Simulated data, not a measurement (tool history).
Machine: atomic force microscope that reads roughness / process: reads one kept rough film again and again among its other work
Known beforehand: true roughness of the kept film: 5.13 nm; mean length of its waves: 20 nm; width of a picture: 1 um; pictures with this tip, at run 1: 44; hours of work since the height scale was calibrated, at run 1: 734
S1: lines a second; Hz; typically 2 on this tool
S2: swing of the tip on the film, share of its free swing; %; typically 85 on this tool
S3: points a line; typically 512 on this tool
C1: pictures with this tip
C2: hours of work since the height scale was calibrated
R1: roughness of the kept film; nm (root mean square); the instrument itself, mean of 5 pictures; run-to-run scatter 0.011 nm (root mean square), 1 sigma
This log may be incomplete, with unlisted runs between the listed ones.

run,hour,S1,S2,S3,C1,C2,R1
1,0,2,85,512,44,734,2.615
# hour 16.9: new tip fitted
2,45,2,85,512,47,764,2.629
# hour 60.3: new tip fitted
3,68.7,2,85,512,14,779,2.626
4,99.3,2,85,512,65,800,2.615
# hour 102.8: new tip fitted
# hour 146.5: new tip fitted
5,151.5,2,72,512,8,834,2.929
6,185.2,2,72,790,65,857,2.953
# hour 189.9: new tip fitted
7,208,2,85,512,31,872,2.594
# hour 232.7: new tip fitted
8,234.9,2,85,512,4,890,2.618
9,269.7,2,85,512,62,913,2.617
# hour 275.6: new tip fitted
10,308.6,2,85,512,56,939,2.605
# hour 318.5: new tip fitted
11,343.4,2,85,512,41,962,2.603
# hour 362.3: new tip fitted
12,389.3,2,85,416,46,993,2.596
# hour 404: new tip fitted
13,438.8,2,85,416,58,1026,2.61
# hour 448.6: new tip fitted
14,465.4,2,85,416,28,1044,2.599
# hour 490.9: new tip fitted
15,515.8,2.55,85,416,42,1077,2.455
# hour 537.1: new tip fitted
16,568.9,2,55,512,54,1113,3.194
# hour 581.3: new tip fitted
17,599.5,2,55,512,31,1133,3.212
# hour 626.5: new tip fitted
18,640.9,2,55,512,24,1161,3.228
# hour 671.2: new tip fitted
19,682.5,2,55,512,19,1188,3.221
20,712.2,2,85,512,69,1209,2.623
# hour 717.6: new tip fitted
# hour 761.2: new tip fitted
21,763.6,2,85,512,4,1242,2.612
# hour 805.6: new tip fitted
22,814.9,2,85,512,16,1277,2.615
23,841.4,2,56,284,61,1295,3.148
# hour 848.7: new tip fitted
24,886.6,0.82,85,512,64,1325,3.011
# hour 893.4: new tip fitted
25,915.5,2,69,683,37,1344,2.998
# hour 937.6: new tip fitted
26,954,2,69,683,27,1370,2.996
# hour 982.4: new tip fitted
27,994,1.7,71,288,20,1396,2.941
# hour 1024.8: new tip fitted
28,1041.2,0.98,90,512,28,1428,2.864
# hour 1070.9: new tip fitted
29,1079.6,0.98,90,512,15,1453,2.856
30,1102.1,2.93,64,751,52,1468,2.983
# hour 1116.4: new tip fitted
31,1127.3,2,75,301,18,1485,2.796
# hour 1160.5: new tip fitted
32,1165.9,2.54,62,339,9,1511,3.029
33,1188.6,1.89,62,339,47,1526,3.076
# hour 1204: new tip fitted
34,1219.1,0.72,72,363,25,1546,3.174
# hour 1245.9: new tip fitted
35,1269.6,0.72,72,363,39,1580,3.169
# hour 1288.2: new tip fitted
36,1294.8,0.72,72,363,11,1597,3.184
# hour 1331.5: new tip fitted
37,1346.7,0.72,72,363,25,1631,3.162
# hour 1375.7: new tip fitted
38,1392.4,2.95,72,671,28,1662,2.76
# hour 1417.9: new tip fitted
39,1439.1,2.95,72,671,36,1693,2.788
# hour 1462: new tip fitted
40,1475,1.14,83,555,22,1717,2.93
# hour 1505.7: new tip fitted
41,1515.8,1.51,83,573,17,1744,2.809
# hour 1550.7: new tip fitted
42,1564.1,2,63,290,22,1776,3.03
# hour 1594.8: new tip fitted
43,1606,1.19,76,690,19,1804,3.051
# hour 1638.3: new tip fitted
44,1638.3,2.85,78,942,0,1826,2.625

What if the next run were any one of these 5? Each begins from the tool's condition after run 44:
A,1661.1,0.86,59,840,38,1841,?
B,1661.1,2.85,78,325,38,1841,?
C,1661.1,2.62,75,375,38,1841,?
D,1661.1,0.76,85,1013,38,1841,?
E,1661.1,2,67,837,38,1841,?

run,R1
A,3.296
B,2.574
C,2.709
D,3.04
E,3.038
Take away the tool's hidden state, keep each run's random variation, and the runs would have read:
run,R1
A,3.3
B,2.577
C,2.712
D,3.043
E,3.041
